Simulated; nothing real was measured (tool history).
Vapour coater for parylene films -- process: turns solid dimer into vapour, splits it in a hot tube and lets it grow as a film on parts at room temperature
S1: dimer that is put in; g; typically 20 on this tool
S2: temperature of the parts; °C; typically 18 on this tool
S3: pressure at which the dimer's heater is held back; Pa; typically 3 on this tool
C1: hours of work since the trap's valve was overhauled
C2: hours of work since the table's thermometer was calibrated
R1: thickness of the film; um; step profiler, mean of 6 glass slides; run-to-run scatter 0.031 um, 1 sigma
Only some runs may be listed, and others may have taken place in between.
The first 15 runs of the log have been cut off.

run,hour,S1,S2,S3,C1,C2,R1
16,769.3,27,14,3,65,1648,4.86
17,818.3,27,14,3,88,1670,4.92
18,855.7,27,14,3,105,1687,4.92
19,919.2,27,14,3,134,1717,4.84
20,949.3,20,18,3,148,1730,3.06
21,992.2,16,18,3,168,1750,2.37
22,1049.9,16,18,3,194,1777,2.4
23,1091.8,16,18,4.14,213,1796,2.35
24,1128.3,16,18,4.14,230,1813,2.26
# hour 1187.2: trap's valve overhauled
25,1200.8,16,18,3.06,6,1844,2.38
26,1233.8,16,18,3.06,21,1859,2.4
27,1294,20,18,3.06,49,1887,3.03
# hour 1328.9: table's thermometer calibrated
28,1328.9,20,21,11.93,65,0,2.27
29,1377.4,20,21,11.93,87,22,2.21
30,1446.1,14,22,11.09,118,54,1.5
31,1479,11,12,11.09,134,69,1.88
32,1535.2,33,19,2.2,159,95,4.78
33,1603.4,33,19,2.2,191,126,4.9
34,1668.8,10,13,2.5,221,156,1.9

Run 35 is up next; what results do you expect?
35,1738.4,12,13,9.3,253,188,?

Run 35 measured R1 2.01 um.
With no hidden state in the tool, this same run would have given R1 2.02 um.
